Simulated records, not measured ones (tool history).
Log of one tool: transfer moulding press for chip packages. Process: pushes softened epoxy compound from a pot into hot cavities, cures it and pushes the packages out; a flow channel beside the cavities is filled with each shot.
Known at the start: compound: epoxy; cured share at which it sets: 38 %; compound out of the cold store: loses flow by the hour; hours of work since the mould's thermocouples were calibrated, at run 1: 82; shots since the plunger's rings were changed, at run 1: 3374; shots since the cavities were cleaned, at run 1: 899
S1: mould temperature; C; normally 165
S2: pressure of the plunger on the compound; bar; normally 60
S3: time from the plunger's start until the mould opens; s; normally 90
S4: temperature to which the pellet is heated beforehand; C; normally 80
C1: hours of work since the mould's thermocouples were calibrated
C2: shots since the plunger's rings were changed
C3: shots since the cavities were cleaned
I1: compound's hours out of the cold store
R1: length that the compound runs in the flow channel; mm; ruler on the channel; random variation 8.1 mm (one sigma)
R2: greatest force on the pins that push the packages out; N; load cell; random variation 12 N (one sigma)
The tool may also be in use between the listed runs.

Run 1, hour 0: usual settings; C1 82; C2 3374; C3 899; I1 44. Result: R1 829 mm, R2 778 N.
At hour 10.9: cavities cleaned with cleaning compound and waxed.
Run 2, hour 53.2: usual settings but S3 92 s; C1 108; C2 3886; C3 419; I1 45.6. Result: R1 817 mm, R2 692 N.
Run 3, hour 79.7: usual settings but S3 92 s; C1 121; C2 4149; C3 682; I1 36.9. Result: R1 808 mm, R2 711 N.
At hour 112.5: cavities cleaned with cleaning compound and waxed.
Run 4, hour 130.4: usual settings but S3 121 s; C1 145; C2 4637; C3 178; I1 12.1. Result: R1 846 mm, R2 472 N.
At hour 183.2: plunger's sealing rings changed.
Run 5, hour 190.8: usual settings but S3 121 s; C1 174; C2 75; C3 752; I1 9.7. Result: R1 960 mm, R2 572 N.
At hour 217.2: cavities cleaned with cleaning compound and waxed.
Run 6, hour 221.6: usual settings but S3 121 s; C1 188; C2 366; C3 44; I1 21.7. Result: R1 920 mm, R2 437 N.
Run 7, hour 261.3: usual settings; C1 208; C2 759; C3 437; I1 33.5. Result: R1 894 mm, R2 701 N.
Run 8, hour 299.2: usual settings; C1 227; C2 1135; C3 813; I1 20.2. Result: R1 919 mm, R2 784 N.
At hour 320.3: cavities cleaned with cleaning compound and waxed.
Run 9, hour 350: usual settings; C1 251; C2 1624; C3 295; I1 45.7. Result: R1 859 mm, R2 642 N.
Run 10, hour 394.8: usual settings; C1 273; C2 2068; C3 739; I1 22.8. Result: R1 919 mm, R2 792 N.
At hour 421.5: cavities cleaned with cleaning compound and waxed.
Run 11, hour 421.5: usual settings; C1 286; C2 2319; C3 0; I1 19.5. Result: R1 903 mm, R2 565 N.
At hour 428: mould's thermocouples calibrated.
Run 12, hour 463.4: usual settings; C1 18; C2 2714; C3 395; I1 30.2. Result: R1 870 mm, R2 672 N.
Run 13, hour 501.7: usual settings but S2 71.4 bar, S3 84 s; C1 37; C2 3094; C3 775; I1 17.6. Result: R1 970 mm, R2 886 N.
At hour 526.8: cavities cleaned with cleaning compound and waxed.
Run 14, hour 532.1: usual settings but S2 71.4 bar, S3 84 s; C1 51; C2 3381; C3 53; I1 15.6. Result: R1 980 mm, R2 689 N.
Run 15, hour 579.2: usual settings but S2 61.3 bar, S3 78 s; C1 74; C2 3847; C3 519; I1 47.6. Result: R1 823 mm, R2 928 N.
At hour 628.2: cavities cleaned with cleaning compound and waxed.
Run 16, hour 628.2: usual settings but S1 157 C, S2 61.3 bar, S3 71 s; C1 98; C2 4319; C3 0; I1 47.8. Result: R1 808 mm, R2 1519 N.
At hour 640.3: mould's thermocouples calibrated, once more.
Run 17, hour 681.8: usual settings but S1 166 C, S2 49.6 bar; C1 21; C2 4830; C3 511; I1 47. Result: R1 721 mm, R2 668 N.
At hour 715.7: plunger's sealing rings changed.
Run 18, hour 719.5: usual settings but S1 166 C, S3 89 s; C1 38; C2 39; C3 861; I1 27.4. Result: R1 930 mm, R2 732 N.
At hour 735.6: cavities cleaned with cleaning compound and waxed.
Run 19, hour 762.3: usual settings but S1 163 C, S3 82 s; C1 58; C2 447; C3 264; I1 44. Result: R1 895 mm, R2 946 N.
Run 20, hour 811.5: usual settings but S1 163 C, S3 82 s; C1 83; C2 935; C3 752; I1 10.6. Result: R1 960 mm, R2 1175 N.
At hour 836.9: cavities cleaned with cleaning compound and waxed.
Run 21, hour 866.6: usual settings but S1 163 C, S3 82 s; C1 109; C2 1468; C3 295; I1 8.4. Result: R1 975 mm, R2 981 N.
Run 22, hour 923.1: usual settings but S1 163 C, S2 46.5 bar, S3 80 s; C1 137; C2 2027; C3 854; I1 32.5. Result: R1 772 mm, R2 1166 N.

5 ways to go on from here, each from the tool as it stands after run 22. What would each give?
At hour 940.2: cavities cleaned with cleaning compound and waxed.
Run A, hour 974.8: usual settings but S1 157 C, S2 62.7 bar, S3 80 s, S4 82 C; C1 162; C2 2526; C3 343; I1 29.8. Result: R1 ?, R2 ?.
At hour 940.2: cavities cleaned with cleaning compound and waxed.
Run B, hour 974.8: usual settings but S1 163 C, S2 46.5 bar, S3 80 s, S4 75 C; C1 162; C2 2526; C3 343; I1 23.7. Result: R1 ?, R2 ?.
At hour 940.2: cavities cleaned with cleaning compound and waxed.
Run C, hour 974.8: usual settings but S1 163 C, S2 62.8 bar, S3 111 s, S4 70 C; C1 162; C2 2526; C3 343; I1 44.9. Result: R1 ?, R2 ?.
At hour 940.2: cavities cleaned with cleaning compound and waxed.
Run D, hour 974.8: usual settings but S1 161 C; C1 162; C2 2526; C3 343; I1 21.3. Result: R1 ?, R2 ?.
At hour 940.2: cavities cleaned with cleaning compound and waxed.
Run E, hour 974.8: usual settings but S4 81 C; C1 162; C2 2526; C3 343; I1 14.4. Result: R1 ?, R2 ?.

run   R1    R2
  A  920  1516
  B  778  1073
  C  874   547
  D  915   914
  E  898   710
Stripped of hidden state, with their random variation kept, the same runs would have yielded:
run   R1    R2
  A  969  1242
  B  820   882
  C  920   446
  D  963   752
  E  945   582
